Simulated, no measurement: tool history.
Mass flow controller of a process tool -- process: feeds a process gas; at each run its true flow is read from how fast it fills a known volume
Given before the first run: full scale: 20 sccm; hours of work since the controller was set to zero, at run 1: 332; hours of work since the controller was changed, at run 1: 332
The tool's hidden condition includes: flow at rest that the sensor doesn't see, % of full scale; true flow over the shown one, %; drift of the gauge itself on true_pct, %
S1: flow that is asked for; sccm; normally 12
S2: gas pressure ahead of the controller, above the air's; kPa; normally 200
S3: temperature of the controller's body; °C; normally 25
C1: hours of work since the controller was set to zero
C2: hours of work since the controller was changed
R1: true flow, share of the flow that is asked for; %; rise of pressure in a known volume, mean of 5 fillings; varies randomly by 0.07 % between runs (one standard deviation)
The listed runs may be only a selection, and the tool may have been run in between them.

Run 1, hour 0: usual settings; C1 332; C2 332. Result: R1 98.97 %.
Run 2, hour 354.9: usual settings but S2 169 kPa; C1 513; C2 513. Result: R1 99.03 %.
Run 3, hour 717.8: usual settings; C1 698; C2 698. Result: R1 99.16 %.
Run 4, hour 906.6: usual settings but S3 24 °C; C1 794; C2 794. Result: R1 99.32 %.
Run 5, hour 1095: usual settings but S3 24 °C; C1 890; C2 890. Result: R1 99.37 %.
Run 6, hour 1297.2: usual settings; C1 993; C2 993. Result: R1 99.36 %.
Run 7, hour 1472.2: usual settings; C1 1082; C2 1082. Result: R1 99.44 %.
Run 8, hour 1840.4: usual settings but S3 30 °C; C1 1270; C2 1270. Result: R1 99.14 %.
Run 9, hour 2017: usual settings but S3 30 °C; C1 1360; C2 1360. Result: R1 99.2 %.
Run 10, hour 2332.5: usual settings; C1 1521; C2 1521. Result: R1 99.43 %.
Run 11, hour 2529.9: usual settings but S1 8 sccm; C1 1621; C2 1621. Result: R1 99.34 %.
Run 12, hour 2913.3: usual settings but S1 8 sccm, S3 34 °C; C1 1817; C2 1817. Result: R1 98.99 %.
Run 13, hour 3188.3: usual settings; C1 1957; C2 1957. Result: R1 99.87 %.
Run 14, hour 3492.5: usual settings; C1 2112; C2 2112. Result: R1 100.03 %.
Run 15, hour 3878.3: usual settings; C1 2309; C2 2309. Result: R1 99.96 %.
Run 16, hour 4283.6: usual settings; C1 2515; C2 2515. Result: R1 99.99 %.
Run 17, hour 4669.6: usual settings; C1 2712; C2 2712. Result: R1 100.1 %.
Run 18, hour 5040.3: usual settings but S1 13 sccm; C1 2901; C2 2901. Result: R1 100.37 %.
Run 19, hour 5405: usual settings; C1 3086; C2 3086. Result: R1 100.41 %.
Run 20, hour 5658.1: usual settings; C1 3215; C2 3215. Result: R1 100.29 %.
At hour 5691: controller's zero set anew.
Run 21, hour 5907.6: usual settings; C1 110; C2 3342. Result: R1 100.95 %.
Run 22, hour 6141.9: usual settings; C1 230; C2 3462. Result: R1 100.96 %.
Run 23, hour 6412.8: usual settings; C1 368; C2 3600. Result: R1 101.07 %.
Run 24, hour 6797: usual settings; C1 564; C2 3796. Result: R1 101.04 %.
Run 25, hour 7004.5: usual settings but S1 2 sccm, S3 37 °C; C1 669; C2 3901. Result: R1 107.44 %.
Run 26, hour 7291.6: usual settings but S1 2 sccm, S3 37 °C; C1 816; C2 4048. Result: R1 107.8 %.
Run 27, hour 7580.1: usual settings but S1 2 sccm, S3 37 °C; C1 963; C2 4195. Result: R1 108.02 %.
Run 28, hour 7868: usual settings but S1 10 sccm, S3 33 °C; C1 1109; C2 4341. Result: R1 101.08 %.
At hour 8042.7: controller's zero set anew, once more.
Run 29, hour 8042.7: usual settings but S1 9 sccm, S2 163 kPa, S3 36 °C; C1 0; C2 4430. Result: R1 98.37 %.
Run 30, hour 8293.9: usual settings but S1 9 sccm, S2 163 kPa, S3 36 °C; C1 128; C2 4558. Result: R1 98.39 %.
Run 31, hour 8539: usual settings but S2 227 kPa, S3 29 °C; C1 253; C2 4683. Result: R1 99.72 %.
Run 32, hour 8921.1: usual settings but S1 3 sccm; C1 448; C2 4878. Result: R1 98.85 %.
Run 33, hour 9330.8: usual settings but S1 3 sccm; C1 656; C2 5086. Result: R1 99.12 %.
Run 34, hour 9513.3: usual settings but S1 3 sccm, S2 166 kPa; C1 749; C2 5179. Result: R1 99.23 %.
Run 35, hour 9897.8: usual settings but S1 8 sccm, S2 214 kPa, S3 23 °C; C1 945; C2 5375. Result: R1 99.58 %.
Run 36, hour 10115.5: usual settings but S1 17 sccm, S3 24 °C; C1 1056; C2 5486. Result: R1 100.77 %.
Run 37, hour 10285.7: usual settings but S2 242 kPa; C1 1143; C2 5573. Result: R1 100.26 %.
Run 38, hour 10682: usual settings but S1 10 sccm, S2 235 kPa; C1 1345; C2 5775. Result: R1 100.15 %.
Run 39, hour 10971.9: usual settings but S1 13 sccm, S2 198 kPa; C1 1493; C2 5923. Result: R1 100.4 %.
Run 40, hour 11298.4: usual settings but S1 13 sccm, S2 198 kPa; C1 1659; C2 6089. Result: R1 100.51 %.
Run 41, hour 11636.3: usual settings but S1 13 sccm, S2 198 kPa; C1 1831; C2 6261. Result: R1 100.67 %.
Run 42, hour 11838.6: usual settings but S2 229 kPa; C1 1934; C2 6364. Result: R1 100.71 %.
Run 43, hour 12026.5: usual settings but S1 7 sccm, S2 203 kPa, S3 29 °C; C1 2030; C2 6460. Result: R1 100.07 %.
Run 44, hour 12245.2: usual settings but S1 7 sccm, S2 203 kPa, S3 29 °C; C1 2141; C2 6571. Result: R1 100.24 %.
Run 45, hour 12598.3: usual settings but S1 3 sccm, S2 143 kPa; C1 2321; C2 6751. Result: R1 101.45 %.
Run 46, hour 12976.5: usual settings but S1 15 sccm, S2 143 kPa, S3 32 °C; C1 2514; C2 6944. Result: R1 100.64 %.

What differs in the tool's unlogged condition from the final listed run ahead of each entry between runs to the first listed run following it?
In the gap between runs 20 and 21: controller's zero set anew (hour 5691)
  flow at rest that the sensor doesn't see, % of full scale: 0.637 -> 0.912; true flow over the shown one, %: 0.65 -> 0.67
  measured value less the no-hidden-state value, R1: +1.71 -> +2.18 %
In the gap between runs 28 and 29: controller's zero set anew, once more (hour 8042.7)
  flow at rest that the sensor doesn't see, % of full scale: 1.106 -> 0.014; true flow over the shown one, %: 0.84 -> 0.86
  measured value less the no-hidden-state value, R1: +3.06 -> +0.88 %
